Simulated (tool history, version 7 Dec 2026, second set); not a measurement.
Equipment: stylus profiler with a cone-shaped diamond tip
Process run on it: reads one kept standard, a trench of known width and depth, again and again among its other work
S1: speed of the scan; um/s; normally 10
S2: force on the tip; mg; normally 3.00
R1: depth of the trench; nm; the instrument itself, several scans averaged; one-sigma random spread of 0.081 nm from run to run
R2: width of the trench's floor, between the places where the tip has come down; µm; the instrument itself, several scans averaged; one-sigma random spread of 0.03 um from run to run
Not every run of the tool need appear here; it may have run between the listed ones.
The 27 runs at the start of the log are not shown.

run     day  S1    S2      R1     R2
 28  50.067   4  8.43  203.86  26.29
 29  51.442   6  3.00  202.26  26.25
 30  52.429  30  1.53  201.97  26.16
 31  54.825  13  2.09  202.26  26.25
 32  56.504   2  1.09  201.87  26.21
 33  58.308   2  1.09  201.72  26.25
 34  59.462   2  1.09  201.75  26.16
 35  61.025   9  1.04  201.91  26.13
 36  62.946   9  1.04  201.87  26.09
 37  63.942   9  1.04  201.92  26.07
 38  66.204   9  1.99  202.31  26.12
 39  68.562   9  1.48  202.02  26.05
 40  70.288   9  1.48  202.06  26.05
 41  72.179   6  3.91  202.80  26.02
 42  74.438   6  3.91  202.88  26.01
 43  76.846   6  3.91  202.91  25.97
 44  78.092  14  1.83  202.42  26.01
 45  79.858   3  1.19  202.41  25.96
     80.604  -- height scale calibrated on a step standard
 46  81.388   3  1.19  200.83  25.90

Each row is a separate what-if for the run after 46, all from the same tool condition, not one after another. Results?
  A  83.017   3  3.00   ?   ?
  B  83.017   4  3.00   ?   ?
  C  83.017   5  1.11   ?   ?

run      R1     R2
  A  201.45  25.88
  B  201.40  25.96
  C  200.85  25.95
With no hidden state in the tool, these same runs would have given:
run      R1     R2
  A  201.38  27.14
  B  201.33  27.22
  C  200.78  27.21
